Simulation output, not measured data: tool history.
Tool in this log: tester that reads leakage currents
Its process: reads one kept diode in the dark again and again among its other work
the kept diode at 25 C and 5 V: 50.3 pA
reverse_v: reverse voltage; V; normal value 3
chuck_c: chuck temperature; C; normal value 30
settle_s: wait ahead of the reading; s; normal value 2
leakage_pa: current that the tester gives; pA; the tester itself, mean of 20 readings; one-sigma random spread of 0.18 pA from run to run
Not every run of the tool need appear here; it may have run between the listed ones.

{"run": 1, "hour": 0.0, "reverse_v": 3, "chuck_c": 30, "settle_s": 2, "leakage_pa": 56.94}
{"run": 2, "hour": 93.2, "reverse_v": 3, "chuck_c": 30, "settle_s": 2, "leakage_pa": 56.79}
{"run": 3, "hour": 186.9, "reverse_v": 3, "chuck_c": 30, "settle_s": 2, "leakage_pa": 56.76}
{"hour": 216.7, "done": "probe card cleaned and baked"}
{"run": 4, "hour": 257.4, "reverse_v": 1.56, "chuck_c": 30, "settle_s": 2, "leakage_pa": 38.66}
{"run": 5, "hour": 383.2, "reverse_v": 3.31, "chuck_c": 30, "settle_s": 2, "leakage_pa": 59.9}
{"run": 6, "hour": 446.0, "reverse_v": 3.31, "chuck_c": 30, "settle_s": 2, "leakage_pa": 60.05}
{"run": 7, "hour": 570.2, "reverse_v": 3.31, "chuck_c": 30, "settle_s": 2, "leakage_pa": 60.3}
{"hour": 599.3, "done": "chuck's temperature calibrated"}
{"run": 8, "hour": 688.6, "reverse_v": 3, "chuck_c": 30, "settle_s": 2, "leakage_pa": 56.87}
{"run": 9, "hour": 755.8, "reverse_v": 3.14, "chuck_c": 30, "settle_s": 2, "leakage_pa": 58.55}
{"run": 10, "hour": 843.2, "reverse_v": 3.14, "chuck_c": 30, "settle_s": 2, "leakage_pa": 58.3}
{"run": 11, "hour": 970.1, "reverse_v": 3.14, "chuck_c": 30, "settle_s": 2, "leakage_pa": 58.11}
{"run": 12, "hour": 1076.4, "reverse_v": 3.14, "chuck_c": 30, "settle_s": 2, "leakage_pa": 58.11}
{"run": 13, "hour": 1149.2, "reverse_v": 3.14, "chuck_c": 30, "settle_s": 2, "leakage_pa": 58.54}
{"run": 14, "hour": 1248.8, "reverse_v": 3, "chuck_c": 30, "settle_s": 2.78, "leakage_pa": 56.3}
{"run": 15, "hour": 1362.4, "reverse_v": 3, "chuck_c": 30, "settle_s": 0.6, "leakage_pa": 57.98}
{"run": 16, "hour": 1484.2, "reverse_v": 1.09, "chuck_c": 44, "settle_s": 5.36, "leakage_pa": 91.34}
{"run": 17, "hour": 1612.1, "reverse_v": 17.3, "chuck_c": 52, "settle_s": 1.11, "leakage_pa": 824.06}
{"run": 18, "hour": 1680.7, "reverse_v": 4.08, "chuck_c": 27, "settle_s": 5.52, "leakage_pa": 52.86}
{"run": 19, "hour": 1753.1, "reverse_v": 11.23, "chuck_c": 34, "settle_s": 3.21, "leakage_pa": 169.1}
{"run": 20, "hour": 1853.9, "reverse_v": 3, "chuck_c": 45, "settle_s": 2, "leakage_pa": 178.5}

Branching from run 20: 3 alternative next runs. What would each branch give?
{"run": "A", "hour": 1968.3, "reverse_v": 1.87, "chuck_c": 20, "settle_s": 0.43, "leakage_pa": "?"}
{"run": "B", "hour": 1968.3, "reverse_v": 3, "chuck_c": 30, "settle_s": 0.78, "leakage_pa": "?"}
{"run": "C", "hour": 1968.3, "reverse_v": 2.33, "chuck_c": 45, "settle_s": 0.55, "leakage_pa": "?"}

run=A leakage_pa=20.26
run=B leakage_pa=57.66
run=C leakage_pa=154.96
With no hidden state in the tool, these same runs would have given:
run=A leakage_pa=20.25
run=B leakage_pa=57.63
run=C leakage_pa=154.92
